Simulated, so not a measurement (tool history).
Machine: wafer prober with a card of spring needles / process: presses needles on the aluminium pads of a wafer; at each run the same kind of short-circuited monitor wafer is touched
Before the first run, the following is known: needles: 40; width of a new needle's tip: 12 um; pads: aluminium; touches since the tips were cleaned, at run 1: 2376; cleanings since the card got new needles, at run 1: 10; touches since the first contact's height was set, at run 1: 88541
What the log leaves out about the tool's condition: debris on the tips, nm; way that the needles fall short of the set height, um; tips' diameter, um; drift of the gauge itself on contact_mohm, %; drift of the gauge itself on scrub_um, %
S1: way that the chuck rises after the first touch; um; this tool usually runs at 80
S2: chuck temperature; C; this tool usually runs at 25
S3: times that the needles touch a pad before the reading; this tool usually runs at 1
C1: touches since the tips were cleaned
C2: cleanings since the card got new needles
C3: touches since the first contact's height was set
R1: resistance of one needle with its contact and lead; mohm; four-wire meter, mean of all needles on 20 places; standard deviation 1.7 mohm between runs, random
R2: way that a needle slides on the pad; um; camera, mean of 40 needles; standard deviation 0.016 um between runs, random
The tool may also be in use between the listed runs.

run   hour  S1  S2  S3    C1  C2      C3   R1     R2
  1    0.0  80  25   1  2376  10   88541  175  11.21
      14.4  -- tips cleaned on abrasive film
  2   14.4  80  25   1     0  11   94243  178  11.22
      35.7  -- tips cleaned on abrasive film
  3   42.9  70  25   1  2889  12  105599  177   9.81
      55.6  -- tips cleaned on abrasive film
  4   64.4  80  25   1  3539  13  114161  179  11.22
      75.1  -- tips cleaned on abrasive film
  5   85.9  80  39   1  4297  14  122686  184  11.19
      95.1  -- tips cleaned on abrasive film
     116.1  -- tips cleaned on abrasive film
  6  117.3  66  25   1   480  16  135157  181   9.24
  7  133.8  66  25   1  7063  16  141740  177   9.24
     137.4  -- tips cleaned on abrasive film
  8  152.3  80  65   1  5945  17  149086  185  11.25
     156.9  -- tips cleaned on abrasive film
     176.6  -- tips cleaned on abrasive film
  9  183.3  80  25   1  2687  19  161412  181  11.22
     196.3  -- tips cleaned on abrasive film
 10  200.8  80  25   1  1804  20  168369  178  11.20
 11  214.0  80  89   1  7050  20  173615  193  11.22
     217.0  -- tips cleaned on abrasive film
     236.6  -- tips cleaned on abrasive film
 12  245.4  80  89   1  3480  22  186070  193  11.20
     257.6  -- tips cleaned on abrasive film
 13  261.5  80  89   1  1582  23  192492  191  11.20
 14  274.6  80  25   1  6811  23  197721  180  11.21
     278.6  -- tips cleaned on abrasive film
 15  297.5  80  44   1  7528  24  206798  183  11.19
     299.2  -- tips cleaned on abrasive film
     313.4  -- height of the first contact set anew
     319.7  -- tips cleaned on abrasive film
 16  320.6  94  32   3   376  26    2851  177  13.18
     339.6  -- tips cleaned on abrasive film
 17  339.6  71  55   2     0  27   10383  184   9.95
     360.1  -- tips cleaned on abrasive film
 18  367.3  98  34   1  2906  28   21428  181  13.74
     380.2  -- tips cleaned on abrasive film
 19  393.5  76  53   2  5341  29   31851  183  10.65
     401.0  -- tips cleaned on abrasive film
 20  412.5  73  58   1  4569  30   39375  186  10.23
     421.8  -- tips cleaned on abrasive film
 21  439.8  80  38   3  7211  31   50263  180  11.23
     442.8  -- tips cleaned on abrasive film
     462.8  -- tips cleaned on abrasive film
 22  465.8  71  31   2  1214  33   60570  181   9.95
     483.1  -- tips cleaned on abrasive film
 23  484.3  71  31   2   480  34   67903  182   9.97
     503.3  -- tips cleaned on abrasive film
 24  504.8  71  31   2   595  35   76054  181   9.94
     523.4  -- tips cleaned on abrasive film
 25  529.2  71  64   1  2322  36   85771  188   9.95
     543.1  -- tips cleaned on abrasive film
 26  549.0  71  64   1  2354  37   93624  187   9.95
     563.0  -- tips cleaned on abrasive film
 27  563.0  71  64   1     8  38   99176  188   9.94
 28  575.7  83  25   1  5098  38  104266  179  11.66
     582.7  -- tips cleaned on abrasive film
 29  588.7  69  45   1  2396  39  109397  183   9.67
     604.2  -- tips cleaned on abrasive film
 30  620.0  67  32   3  6312  40  121889  182   9.39

Predict each of these 5 candidate next runs independently; none follows another, all start after run 30:
     624.5  -- tips cleaned on abrasive film
  A  639.7  91  76   1  6081  41  129709   ?   ?
     624.5  -- tips cleaned on abrasive film
  B  639.7  80  35   1  6081  41  129709   ?   ?
     624.5  -- tips cleaned on abrasive film
  C  639.7  96  25   1  6081  41  129709   ?   ?
     624.5  -- tips cleaned on abrasive film
  D  639.7  72  25   1  6081  41  129709   ?   ?
     624.5  -- tips cleaned on abrasive film
  E  639.7  82  32   1  6081  41  129709   ?   ?

run   R1     R2
  A  189  12.75
  B  183  11.21
  C  180  13.46
  D  178  10.10
  E  181  11.47
With no hidden state in the tool, these same runs would have given:
run   R1     R2
  A  188  12.75
  B  182  11.21
  C  179  13.47
  D  177  10.10
  E  180  11.48
